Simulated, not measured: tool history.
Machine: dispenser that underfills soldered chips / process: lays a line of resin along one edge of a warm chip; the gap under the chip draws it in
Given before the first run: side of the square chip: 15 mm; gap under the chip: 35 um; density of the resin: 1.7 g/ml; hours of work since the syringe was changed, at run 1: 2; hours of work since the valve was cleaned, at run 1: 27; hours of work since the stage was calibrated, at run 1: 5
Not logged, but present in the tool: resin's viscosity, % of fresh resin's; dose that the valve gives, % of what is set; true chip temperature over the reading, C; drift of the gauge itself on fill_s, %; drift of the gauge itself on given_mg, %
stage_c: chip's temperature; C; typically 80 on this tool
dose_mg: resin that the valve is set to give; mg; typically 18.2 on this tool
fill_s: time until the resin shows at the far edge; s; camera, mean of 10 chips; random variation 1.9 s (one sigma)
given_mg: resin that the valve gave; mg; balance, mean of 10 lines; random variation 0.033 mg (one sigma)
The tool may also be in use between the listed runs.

| run | hour | stage_c | dose_mg | hours of work since the syringe was changed | hours of work since the valve was cleaned | hours of work since the stage was calibrated | fill_s | given_mg |
|---|---|---|---|---|---|---|---|---|
| 1 | 0 | 80 | 18.2 | 2 | 27 | 5 | 205.5 | 17.97 |
| 2 | 3.3 | 80 | 18.2 | 4 | 29 | 8 | 230.3 | 17.99 |
|  | 6.8 | new syringe of resin |
| 3 | 6.8 | 80 | 19.5 | 0 | 32 | 10 | 183.4 | 19.22 |
| 4 | 13.3 | 80 | 17 | 5 | 37 | 15 | 233.5 | 16.72 |
|  | 16 | new syringe of resin |
| 5 | 20 | 80 | 17 | 3 | 42 | 21 | 216.6 | 16.74 |
|  | 25.1 | new syringe of resin |
| 6 | 25.4 | 80 | 18.2 | 0 | 46 | 25 | 190.3 | 17.84 |
| 7 | 31.4 | 80 | 18.2 | 5 | 51 | 29 | 237.5 | 17.75 |
|  | 34 | new syringe of resin |
| 8 | 35.3 | 80 | 18.2 | 1 | 54 | 32 | 198.2 | 17.79 |
| 9 | 41.6 | 80 | 18.1 | 6 | 59 | 37 | 248 | 17.62 |
|  | 43.1 | new syringe of resin |
| 10 | 47 | 80 | 18.2 | 3 | 63 | 41 | 224.7 | 17.67 |
| 11 | 51.3 | 80 | 18.2 | 7 | 66 | 45 | 257.9 | 17.66 |
|  | 52.4 | new syringe of resin |
|  | 56 | dispensing valve cleaned and set on the balance |
| 12 | 57 | 80 | 18.2 | 3 | 1 | 48 | 210.3 | 18.2 |
|  | 62.9 | new syringe of resin |
| 13 | 64.1 | 80 | 18.2 | 1 | 6 | 54 | 197.7 | 18.19 |
| 14 | 68.4 | 80 | 18.2 | 4 | 10 | 57 | 226.7 | 18.11 |
|  | 72 | new syringe of resin |
| 15 | 72.5 | 80 | 19.1 | 0 | 13 | 60 | 187.3 | 18.99 |
| 16 | 77.8 | 80 | 16.8 | 5 | 17 | 64 | 231.3 | 16.69 |
|  | 81 | new syringe of resin |
| 17 | 82.1 | 80 | 18.3 | 1 | 20 | 67 | 197.6 | 18.15 |
| 18 | 88.7 | 71 | 15.9 | 6 | 25 | 73 | 395.5 | 15.69 |
|  | 90.1 | new syringe of resin |
| 19 | 92.1 | 86 | 21.8 | 2 | 28 | 75 | 143.6 | 21.56 |
| 20 | 96.7 | 86 | 21.8 | 5 | 31 | 79 | 171.6 | 21.59 |
|  | 99.3 | new syringe of resin |
| 21 | 103.1 | 79 | 21.7 | 3 | 36 | 84 | 222.5 | 21.35 |
| 22 | 105.9 | 86 | 20.7 | 5 | 38 | 86 | 175 | 20.44 |
|  | 108.5 | new syringe of resin |
| 23 | 112.4 | 86 | 20.7 | 3 | 43 | 91 | 159.1 | 20.28 |
| 24 | 116.9 | 72 | 23.3 | 7 | 47 | 94 | 360 | 22.85 |
|  | 117.7 | new syringe of resin |
| 25 | 122.5 | 73 | 20.1 | 4 | 51 | 98 | 308.8 | 19.63 |
| 26 | 125.7 | 65 | 23.3 | 6 | 54 | 101 | 502.6 | 22.79 |
|  | 126.7 | new syringe of resin |
| 27 | 131.9 | 92 | 18.5 | 4 | 58 | 106 | 130.1 | 18.04 |
|  | 135.9 | new syringe of resin |
| 28 | 137.2 | 92 | 20.1 | 1 | 62 | 110 | 115.3 | 19.54 |
| 29 | 143.8 | 74 | 21.8 | 6 | 68 | 115 | 329.5 | 21.15 |
|  | 144.9 | new syringe of resin |
|  | 146.7 | dispensing valve cleaned and set on the balance |
| 30 | 149.9 | 74 | 21.8 | 3 | 3 | 119 | 286.1 | 21.7 |
|  | 155.2 | new syringe of resin |
| 31 | 156.8 | 92 | 18.3 | 1 | 8 | 124 | 117.5 | 18.14 |
| 32 | 160.1 | 94 | 17.8 | 4 | 10 | 127 | 119.3 | 17.64 |
| 33 | 163.5 | 82 | 20.1 | 7 | 13 | 129 | 225.9 | 19.95 |
|  | 164.4 | new syringe of resin |
| 34 | 169.3 | 82 | 20.1 | 4 | 17 | 134 | 197.7 | 19.85 |

Measured less the same run without the tool's hidden state. The same run-to-run variation is in both; the gauge's scatter may not be:
| run | fill_s | given_mg |
|---|---|---|
| 1 | +19.6 | -0.21 |
| 2 | +44.6 | -0.23 |
| 3 | +0.7 | -0.27 |
| 4 | +48.4 | -0.27 |
| 5 | +29.7 | -0.31 |
| 6 | +8.1 | -0.37 |
| 7 | +52.9 | -0.4 |
| 8 | +10.6 | -0.43 |
| 9 | +59.6 | -0.46 |
| 10 | +36.6 | -0.5 |
| 11 | +72 | -0.53 |
| 12 | +24.2 | +0.01 |
| 13 | +11.9 | -0.04 |
| 14 | +43.7 | -0.06 |
| 15 | +6.6 | -0.09 |
| 16 | +46.4 | -0.11 |
| 17 | +12.4 | -0.15 |
| 18 | +102.4 | -0.17 |
| 19 | +10 | -0.26 |
| 20 | +35.7 | -0.29 |
| 21 | +34.3 | -0.33 |
| 22 | +40.9 | -0.33 |
| 23 | +24 | -0.39 |
| 24 | +99.6 | -0.47 |
| 25 | +55.7 | -0.45 |
| 26 | +134.2 | -0.54 |
| 27 | +26 | -0.47 |
| 28 | +9.8 | -0.54 |
| 29 | +90.4 | -0.64 |
| 30 | +45.5 | -0.11 |
| 31 | +10.5 | -0.13 |
| 32 | +22.3 | -0.16 |
| 33 | +62.9 | -0.2 |
| 34 | +36.2 | -0.24 |

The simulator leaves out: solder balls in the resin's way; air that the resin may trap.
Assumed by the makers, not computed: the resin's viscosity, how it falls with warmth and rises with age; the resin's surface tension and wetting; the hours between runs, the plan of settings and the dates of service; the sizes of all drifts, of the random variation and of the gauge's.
